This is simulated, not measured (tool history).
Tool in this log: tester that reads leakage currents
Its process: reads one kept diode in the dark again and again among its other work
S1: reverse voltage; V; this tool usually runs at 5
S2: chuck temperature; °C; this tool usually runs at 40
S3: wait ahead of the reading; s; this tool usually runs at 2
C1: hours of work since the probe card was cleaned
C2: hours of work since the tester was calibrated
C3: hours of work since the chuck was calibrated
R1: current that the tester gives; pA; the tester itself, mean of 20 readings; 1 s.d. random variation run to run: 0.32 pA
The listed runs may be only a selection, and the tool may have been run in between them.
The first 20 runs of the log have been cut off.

Run 21, day 37.638: usual settings but S1 1.7 V, S2 42 °C, S3 8.17 s; C1 1426; C2 1231; C3 1725. Result: R1 135.01 pA.
Run 22, day 39.692: usual settings but S1 1.7 V, S2 42 °C, S3 8.17 s; C1 1452; C2 1258; C3 1751. Result: R1 135.34 pA.
Run 23, day 41.479: usual settings but S1 1.7 V, S2 42 °C, S3 8.17 s; C1 1475; C2 1280; C3 1774. Result: R1 134.91 pA.
Run 24, day 42.917: usual settings but S1 1.7 V, S2 42 °C, S3 8.17 s; C1 1493; C2 1299; C3 1792. Result: R1 134.91 pA.
At day 43.171: probe card cleaned and baked.
Run 25, day 44.804: usual settings but S1 1.7 V, S3 9.07 s; C1 21; C2 1322; C3 1815. Result: R1 115.75 pA.
Run 26, day 46.792: usual settings but S1 16.31 V, S2 46 °C, S3 8.74 s; C1 46; C2 1347; C3 1841. Result: R1 566.57 pA.
Run 27, day 47.996: usual settings but S1 1.65 V, S2 24 °C; C1 62; C2 1362; C3 1856. Result: R1 31.13 pA.
At day 49.088: probe card cleaned and baked, once more.
Run 28, day 49.896: usual settings but S1 1.65 V, S2 24 °C; C1 10; C2 1385; C3 1879. Result: R1 29.37 pA.
Run 29, day 52.717: usual settings but S1 1.65 V, S2 24 °C; C1 47; C2 1421; C3 1915. Result: R1 29.31 pA.
Run 30, day 54.15: usual settings but S2 24 °C, S3 0.33 s; C1 65; C2 1440; C3 1933. Result: R1 55.4 pA.
Run 31, day 56.8: usual settings but S2 24 °C, S3 0.33 s; C1 99; C2 1474; C3 1967. Result: R1 55.56 pA.
Run 32, day 58.592: usual settings but S2 44 °C, S3 2.06 s; C1 122; C2 1497; C3 1990. Result: R1 265.73 pA.
Run 33, day 60.092: usual settings but S1 9.31 V; C1 141; C2 1516; C3 2010. Result: R1 262.01 pA.
Run 34, day 62.308: usual settings but S1 14.52 V, S2 51 °C, S3 0.59 s; C1 170; C2 1544; C3 2038. Result: R1 766.65 pA.
Run 35, day 64.679: usual settings but S1 10.19 V, S2 24 °C, S3 1.16 s; C1 200; C2 1575; C3 2068. Result: R1 74.64 pA.
Run 36, day 67: usual settings but S1 3.97 V, S2 56 °C, S3 1.16 s; C1 230; C2 1605; C3 2098. Result: R1 580.57 pA.
Run 37, day 68.396: usual settings but S1 3.97 V, S2 56 °C, S3 1.16 s; C1 248; C2 1623; C3 2116. Result: R1 581.67 pA.
Run 38, day 71.112: usual settings but S1 1.68 V, S3 4.2 s; C1 283; C2 1657; C3 2151. Result: R1 113.1 pA.

3 ways to go on from here, each from the tool as it stands after run 38. What would each give?
Run A, day 73.754: usual settings but S1 4.57 V; C1 316; C2 1691; C3 2185. Result: R1 ?.
Run B, day 73.754: usual settings but S2 25 °C, S3 8.84 s; C1 316; C2 1691; C3 2185. Result: R1 ?.
Run C, day 73.754: usual settings but S1 1.68 V; C1 316; C2 1691; C3 2185. Result: R1 ?.

run      R1
  A  185.25
  B   55.45
  C  112.74
Had the tool no hidden state, the same runs would have come out as:
run      R1
  A  194.17
  B   57.76
  C   118.4
